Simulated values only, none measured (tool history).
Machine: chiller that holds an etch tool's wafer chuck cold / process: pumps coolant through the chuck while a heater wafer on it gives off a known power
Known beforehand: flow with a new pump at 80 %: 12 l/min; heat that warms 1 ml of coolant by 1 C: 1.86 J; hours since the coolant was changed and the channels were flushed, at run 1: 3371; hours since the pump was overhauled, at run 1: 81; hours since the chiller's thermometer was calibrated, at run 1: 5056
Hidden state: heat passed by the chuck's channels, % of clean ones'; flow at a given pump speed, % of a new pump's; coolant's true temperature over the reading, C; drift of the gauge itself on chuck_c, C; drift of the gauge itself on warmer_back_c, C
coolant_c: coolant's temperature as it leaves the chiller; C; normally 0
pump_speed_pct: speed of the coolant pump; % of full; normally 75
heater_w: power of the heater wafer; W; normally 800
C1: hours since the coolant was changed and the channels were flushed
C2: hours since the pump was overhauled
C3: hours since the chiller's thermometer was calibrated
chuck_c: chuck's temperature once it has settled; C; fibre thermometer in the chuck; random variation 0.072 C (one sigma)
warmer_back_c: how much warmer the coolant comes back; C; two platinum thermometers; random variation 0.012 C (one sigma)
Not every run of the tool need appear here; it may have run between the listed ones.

Run 1, hour 0.0: usual settings; C1 3371; C2 81; C3 5056. Result: chuck_c 8.70 C, warmer_back_c 2.31 C.
At hour 76.8: chiller's thermometer calibrated.
Run 2, hour 83.2: usual settings but pump_speed_pct 67 % of full; C1 3453; C2 163; C3 6. Result: chuck_c 9.11 C, warmer_back_c 2.58 C.
Run 3, hour 152.9: usual settings but pump_speed_pct 67 % of full; C1 3523; C2 233; C3 76. Result: chuck_c 9.17 C, warmer_back_c 2.60 C.
Run 4, hour 196.9: usual settings but heater_w 505 W; C1 3567; C2 277; C3 120. Result: chuck_c 5.25 C, warmer_back_c 1.47 C.
Run 5, hour 237.6: usual settings but heater_w 505 W; C1 3608; C2 318; C3 161. Result: chuck_c 5.22 C, warmer_back_c 1.45 C.
Run 6, hour 278.6: usual settings but heater_w 505 W; C1 3649; C2 359; C3 202. Result: chuck_c 5.28 C, warmer_back_c 1.46 C.
Run 7, hour 355.1: usual settings but heater_w 505 W; C1 3725; C2 435; C3 278. Result: chuck_c 5.22 C, warmer_back_c 1.47 C.
Run 8, hour 419.5: usual settings but heater_w 505 W; C1 3790; C2 499; C3 343. Result: chuck_c 5.43 C, warmer_back_c 1.45 C.
Run 9, hour 497.9: usual settings but heater_w 505 W; C1 3868; C2 578; C3 421. Result: chuck_c 5.41 C, warmer_back_c 1.47 C.
Run 10, hour 560.6: usual settings but heater_w 505 W; C1 3931; C2 641; C3 484. Result: chuck_c 5.45 C, warmer_back_c 1.49 C.
Run 11, hour 596.3: usual settings but pump_speed_pct 68 % of full; C1 3966; C2 676; C3 519. Result: chuck_c 9.11 C, warmer_back_c 2.55 C.
Run 12, hour 665.7: usual settings; C1 4036; C2 746; C3 589. Result: chuck_c 8.48 C, warmer_back_c 2.32 C.
Run 13, hour 730.7: usual settings but heater_w 1001 W; C1 4101; C2 811; C3 654. Result: chuck_c 10.56 C, warmer_back_c 2.90 C.
Run 14, hour 801.2: usual settings but heater_w 1001 W; C1 4171; C2 881; C3 724. Result: chuck_c 10.64 C, warmer_back_c 2.94 C.
Run 15, hour 869.5: usual settings; C1 4240; C2 949; C3 793. Result: chuck_c 8.51 C, warmer_back_c 2.32 C.
Run 16, hour 919.7: usual settings but coolant_c -4 C, pump_speed_pct 86 % of full, heater_w 1142 W; C1 4290; C2 1000; C3 843. Result: chuck_c 6.82 C, warmer_back_c 2.90 C.
Run 17, hour 969.8: usual settings but coolant_c -7 C, heater_w 499 W; C1 4340; C2 1050; C3 893. Result: chuck_c -1.68 C, warmer_back_c 1.44 C.
Run 18, hour 1006.1: usual settings but coolant_c -4 C, pump_speed_pct 63 % of full, heater_w 548 W; C1 4376; C2 1086; C3 929. Result: chuck_c 2.77 C, warmer_back_c 1.91 C.
Run 19, hour 1058.0: usual settings but coolant_c -4 C, pump_speed_pct 63 % of full, heater_w 548 W; C1 4428; C2 1138; C3 981. Result: chuck_c 2.81 C, warmer_back_c 1.91 C.
Run 20, hour 1106.8: usual settings but coolant_c 3 C, heater_w 734 W; C1 4477; C2 1187; C3 1030. Result: chuck_c 10.99 C, warmer_back_c 2.15 C.
Run 21, hour 1177.8: usual settings but coolant_c 3 C, heater_w 734 W; C1 4548; C2 1258; C3 1101. Result: chuck_c 10.84 C, warmer_back_c 2.16 C.
Run 22, hour 1218.1: usual settings but coolant_c 3 C, heater_w 734 W; C1 4588; C2 1298; C3 1141. Result: chuck_c 10.98 C, warmer_back_c 2.14 C.
Run 23, hour 1279.3: usual settings but coolant_c 3 C, pump_speed_pct 94 % of full, heater_w 573 W; C1 4649; C2 1359; C3 1202. Result: chuck_c 8.14 C, warmer_back_c 1.34 C.
Run 24, hour 1329.0: usual settings but coolant_c -3 C, heater_w 508 W; C1 4699; C2 1409; C3 1252. Result: chuck_c 2.53 C, warmer_back_c 1.49 C.
Run 25, hour 1395.5: usual settings but coolant_c -3 C, pump_speed_pct 86 % of full, heater_w 541 W; C1 4766; C2 1475; C3 1319. Result: chuck_c 2.28 C, warmer_back_c 1.38 C.
Run 26, hour 1452.2: usual settings but coolant_c -3 C, pump_speed_pct 86 % of full, heater_w 541 W; C1 4822; C2 1532; C3 1375. Result: chuck_c 2.20 C, warmer_back_c 1.37 C.
Run 27, hour 1523.4: usual settings but coolant_c 1 C, pump_speed_pct 94 % of full, heater_w 436 W; C1 4894; C2 1603; C3 1447. Result: chuck_c 5.00 C, warmer_back_c 1.02 C.
Run 28, hour 1577.0: usual settings but coolant_c 6 C, pump_speed_pct 94 % of full, heater_w 436 W; C1 4947; C2 1657; C3 1500. Result: chuck_c 10.11 C, warmer_back_c 1.01 C.
Run 29, hour 1643.2: usual settings but coolant_c 5 C, pump_speed_pct 85 % of full, heater_w 975 W; C1 5013; C2 1723; C3 1566. Result: chuck_c 14.69 C, warmer_back_c 2.53 C.

Forecast each of these 3 alternatives for the next run:
Run A, hour 1701.9: usual settings but coolant_c -2 C, pump_speed_pct 70 % of full, heater_w 658 W; C1 5072; C2 1782; C3 1625. Result: chuck_c ?, warmer_back_c ?.
Run B, hour 1701.9: usual settings but coolant_c 5 C, pump_speed_pct 86 % of full, heater_w 975 W; C1 5072; C2 1782; C3 1625. Result: chuck_c ?, warmer_back_c ?.
Run C, hour 1701.9: usual settings but coolant_c 5 C, pump_speed_pct 76 % of full, heater_w 922 W; C1 5072; C2 1782; C3 1625. Result: chuck_c ?, warmer_back_c ?.

run  chuck_c  warmer_back_c
  A     5.67           2.08
  B    14.47           2.50
  C    14.87           2.67
The same runs, with their run-to-run variation unchanged, on a tool lacking any hidden condition would have given:
run  chuck_c  warmer_back_c
  A     4.78           2.03
  B    13.40           2.44
  C    13.76           2.61
